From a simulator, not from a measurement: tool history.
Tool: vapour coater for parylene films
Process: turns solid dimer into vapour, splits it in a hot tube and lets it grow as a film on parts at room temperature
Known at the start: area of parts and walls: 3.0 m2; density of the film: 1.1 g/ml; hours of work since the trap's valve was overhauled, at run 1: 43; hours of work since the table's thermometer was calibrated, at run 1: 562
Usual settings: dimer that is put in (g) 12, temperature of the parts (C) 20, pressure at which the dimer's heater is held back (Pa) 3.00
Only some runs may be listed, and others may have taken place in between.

run,hour,dimer that is put in (g),temperature of the parts (C),pressure at which the dimer's heater is held back (Pa),hours of work since the trap's valve was overhauled,hours of work since the table's thermometer was calibrated,thickness of the film (um)
1,0.0,12,20,3.00,43,562,2.82
2,45.3,15,20,3.00,72,591,3.59
3,87.4,15,20,3.00,98,618,3.52
4,162.5,6,20,3.00,146,665,1.41
5,246.8,6,20,3.00,200,719,1.41
# hour 267.4: trap's valve overhauled
6,320.0,12,20,2.00,33,763,2.95
7,364.3,12,20,2.00,61,791,2.91
8,413.0,18,20,2.00,92,822,4.39
9,487.4,18,20,2.00,140,869,4.38
10,546.7,10,20,3.00,177,907,2.35
# hour 601.7: trap's valve overhauled
11,609.1,10,20,3.00,5,944,2.39
12,697.9,10,20,3.00,61,1000,2.39
13,765.7,12,20,3.00,104,1043,2.81
14,810.1,12,13,7.50,132,1071,3.20
15,895.3,13,12,7.50,186,1125,3.57
# hour 936.4: trap's valve overhauled
16,967.5,6,13,3.92,20,1169,1.68
17,1024.6,5,20,2.84,56,1205,1.16
18,1087.3,5,20,2.84,96,1245,1.17
19,1163.5,20,16,2.34,144,1293,5.37
20,1230.8,20,16,2.34,187,1336,5.36
# hour 1268.9: trap's valve overhauled
21,1291.0,20,16,2.34,14,1372,5.40
22,1366.3,9,16,10.53,62,1419,2.15

For run 23, what comes out?
23,1402.9,7,29,6.55,85,1443,?

Run 23 measured thickness of the film (um) 1.22.
The same run, on a tool lacking any hidden state, would have yielded thickness of the film (um) 1.23.
